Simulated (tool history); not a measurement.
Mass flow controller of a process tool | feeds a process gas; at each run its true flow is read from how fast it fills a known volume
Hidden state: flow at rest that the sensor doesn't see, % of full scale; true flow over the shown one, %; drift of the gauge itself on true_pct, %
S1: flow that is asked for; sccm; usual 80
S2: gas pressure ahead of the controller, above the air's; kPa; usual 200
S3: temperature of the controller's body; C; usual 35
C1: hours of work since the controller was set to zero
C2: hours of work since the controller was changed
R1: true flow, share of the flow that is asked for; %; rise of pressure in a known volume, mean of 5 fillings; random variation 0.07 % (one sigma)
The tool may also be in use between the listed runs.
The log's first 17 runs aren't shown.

run,hour,S1,S2,S3,C1,C2,R1
18,1251.0,96,200,35,1381,1381,98.30
19,1355.5,80,200,35,1433,1433,98.21
20,1462.0,80,200,35,1487,1487,98.18
21,1560.8,80,200,35,1536,1536,98.12
22,1648.8,80,200,35,1581,1581,98.05
23,1752.3,80,200,35,1632,1632,98.08
24,1831.8,22,200,35,1672,1672,96.04
25,1875.4,29,194,32,1694,1694,96.74
26,1935.2,20,200,24,1724,1724,96.16
27,2031.3,97,159,39,1773,1773,97.77
28,2119.7,126,152,35,1817,1817,98.07
29,2211.7,82,273,31,1863,1863,98.62
30,2299.0,86,240,35,1907,1907,98.25

The next listed run, before its measurement:
31,2359.9,80,191,22,1938,1938,?

Run 31 gave R1 98.45 %.
Without the tool's hidden state the same run would have given R1 99.57 %.
